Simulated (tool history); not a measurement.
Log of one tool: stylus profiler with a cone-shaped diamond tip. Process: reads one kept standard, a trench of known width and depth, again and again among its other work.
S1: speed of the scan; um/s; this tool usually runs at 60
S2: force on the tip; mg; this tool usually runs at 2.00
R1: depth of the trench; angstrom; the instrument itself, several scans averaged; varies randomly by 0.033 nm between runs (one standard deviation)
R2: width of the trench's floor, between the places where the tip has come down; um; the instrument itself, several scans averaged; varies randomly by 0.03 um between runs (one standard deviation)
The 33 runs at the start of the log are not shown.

run,hour,S1,S2,R1,R2
34,2589.2,69,1.46,2015.7,26.79
35,2640.4,17,5.10,2038.1,27.00
36,2731.1,17,5.10,2038.3,26.96
37,2820.0,25,1.10,2012.1,26.85
38,2910.9,39,2.73,2023.7,26.81
39,3018.5,39,2.73,2023.5,26.78
40,3115.6,93,1.00,2009.9,26.40
41,3219.2,93,1.00,2009.7,26.36
42,3270.8,93,1.00,2009.8,26.30
# hour 3292.5: new tip fitted, height scale calibrated
43,3321.8,93,1.00,2013.8,27.75
44,3369.2,167,1.00,2012.7,27.32
45,3443.9,59,2.76,2026.3,27.97
46,3521.4,170,3.46,2031.0,27.61
47,3608.4,170,3.46,2030.5,27.64

Forecast each of these 3 alternatives for the next run:
A,3659.7,21,2.00,?,?
B,3659.7,76,4.93,?,?
C,3659.7,30,3.49,?,?

run,R1,R2
A,2020.7,27.96
B,2038.6,27.85
C,2030.5,27.89
Without the tool's hidden state the same runs would have given:
run,R1,R2
A,2021.8,28.20
B,2039.7,28.09
C,2031.6,28.13
